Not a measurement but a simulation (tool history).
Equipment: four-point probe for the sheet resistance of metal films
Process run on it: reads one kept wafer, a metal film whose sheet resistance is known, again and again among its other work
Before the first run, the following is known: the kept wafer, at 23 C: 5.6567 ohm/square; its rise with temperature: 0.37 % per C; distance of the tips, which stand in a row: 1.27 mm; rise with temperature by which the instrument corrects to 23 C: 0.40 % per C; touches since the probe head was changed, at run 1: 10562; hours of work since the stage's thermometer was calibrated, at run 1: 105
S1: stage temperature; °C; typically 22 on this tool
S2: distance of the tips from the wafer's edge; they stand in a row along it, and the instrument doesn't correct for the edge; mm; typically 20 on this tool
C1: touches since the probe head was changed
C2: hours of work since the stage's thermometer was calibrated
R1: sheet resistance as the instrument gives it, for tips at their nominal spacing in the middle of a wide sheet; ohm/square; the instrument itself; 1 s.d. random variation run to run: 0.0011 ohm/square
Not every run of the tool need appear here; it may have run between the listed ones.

run,hour,S1,S2,C1,C2,R1
1,0,22,20,10562,105,5.670652
2,30.6,22,9,12118,129,5.717675
3,61.9,22,9,13710,153,5.719282
4,113.3,22,9,16323,193,5.717951
5,136,22,9,17478,210,5.718829
6,178.4,22,20,19634,243,5.670891
7,207.3,22,17,21099,266,5.674204
8,244,22,17,22966,294,5.673987
9,285.3,22,17,25066,326,5.676555
10,330,22,6,27340,361,5.791526
11,365.7,22,18,29155,389,5.672827
12,390.1,22,18,30394,408,5.672907
13,429.1,22,18,32377,438,5.674143
14,455.7,26,38,33730,459,5.65501
15,490.1,26,38,35477,485,5.655271
16,519.6,30,16,36977,508,5.666613
17,553.9,30,16,38721,535,5.664846
18,598.5,32,12,40988,570,5.678135
19,620.9,34,19,42127,587,5.653387
20,656.2,29,8,43923,615,5.722558
21,699,19,35,46099,648,5.666787

Run 22 has not been measured yet. What should we expect?
22,752.9,27,16,48837,690,?

Logged for run 22: R1 5.671904 ohm/square.
With the hidden condition absent and the run-to-run variation left alone, this run would have shown R1 5.671639 ohm/square.

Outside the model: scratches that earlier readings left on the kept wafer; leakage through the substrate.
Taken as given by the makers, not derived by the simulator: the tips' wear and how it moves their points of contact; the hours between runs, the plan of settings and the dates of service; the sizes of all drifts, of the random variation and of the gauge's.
